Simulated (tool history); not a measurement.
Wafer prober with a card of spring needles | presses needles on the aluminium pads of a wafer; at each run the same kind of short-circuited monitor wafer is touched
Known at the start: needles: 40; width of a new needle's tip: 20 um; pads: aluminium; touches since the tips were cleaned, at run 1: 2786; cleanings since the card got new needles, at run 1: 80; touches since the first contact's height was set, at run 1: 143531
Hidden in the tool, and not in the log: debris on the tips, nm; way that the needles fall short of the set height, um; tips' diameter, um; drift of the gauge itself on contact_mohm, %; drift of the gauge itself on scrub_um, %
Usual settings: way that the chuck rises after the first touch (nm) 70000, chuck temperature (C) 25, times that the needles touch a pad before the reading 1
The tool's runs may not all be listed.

run,hour,way that the chuck rises after the first touch (nm),chuck temperature (C),times that the needles touch a pad before the reading,touches since the tips were cleaned,cleanings since the card got new needles,touches since the first contact's height was set,resistance of one needle with its contact and lead (mohm),way that a needle slides on the pad (nm)
1,0.0,70000,25,1,2786,80,143531,191,16000
# hour 6.5: tips cleaned on abrasive film
# hour 18.2: tips cleaned on abrasive film
2,20.2,70000,25,1,1218,82,155599,180,16010
# hour 30.9: tips cleaned on abrasive film
3,41.3,70000,97,1,6292,83,168224,223,15940
# hour 43.0: tips cleaned on abrasive film
# hour 55.3: tips cleaned on abrasive film
4,62.0,70000,25,1,4074,85,180581,203,15930
# hour 66.9: tips cleaned on abrasive film
5,75.8,70000,25,1,5366,86,188798,210,15890
# hour 77.9: tips cleaned on abrasive film
# hour 89.1: tips cleaned on abrasive film
6,93.5,70000,25,1,2623,88,199342,194,15810
# hour 100.1: tips cleaned on abrasive film
7,107.9,70000,25,1,4660,89,207927,208,15880
# hour 111.5: tips cleaned on abrasive film
# hour 123.6: tips cleaned on abrasive film
8,129.3,83000,25,1,3410,91,220711,185,18900
# hour 134.9: tips cleaned on abrasive film
# hour 137.1: height of the first contact set anew
# hour 146.6: tips cleaned on abrasive film
9,152.1,85000,63,2,3327,93,8958,178,19880
# hour 158.3: tips cleaned on abrasive film
# hour 170.3: tips cleaned on abrasive film
10,174.7,59000,124,1,2655,95,22431,222,13750
# hour 181.4: tips cleaned on abrasive film
# hour 193.5: tips cleaned on abrasive film
11,193.9,70000,33,1,235,97,33856,171,16330
12,203.9,75000,38,3,6307,97,39928,177,17580

Forecast each of these 3 alternatives for the next run:
# hour 205.7: tips cleaned on abrasive film
# hour 216.9: tips cleaned on abrasive film
A,222.1,85000,89,3,3118,99,50724,?,?
# hour 205.7: tips cleaned on abrasive film
# hour 216.9: tips cleaned on abrasive film
B,222.1,70000,88,1,3118,99,50724,?,?
# hour 205.7: tips cleaned on abrasive film
# hour 216.9: tips cleaned on abrasive film
C,222.1,75000,124,3,3118,99,50724,?,?

run,resistance of one needle with its contact and lead (mohm),way that a needle slides on the pad (nm)
A,172,19840
B,201,16360
C,189,17400
Without the tool's hidden state the same runs would have given:
run,resistance of one needle with its contact and lead (mohm),way that a needle slides on the pad (nm)
A,162,19960
B,168,16480
C,177,17520

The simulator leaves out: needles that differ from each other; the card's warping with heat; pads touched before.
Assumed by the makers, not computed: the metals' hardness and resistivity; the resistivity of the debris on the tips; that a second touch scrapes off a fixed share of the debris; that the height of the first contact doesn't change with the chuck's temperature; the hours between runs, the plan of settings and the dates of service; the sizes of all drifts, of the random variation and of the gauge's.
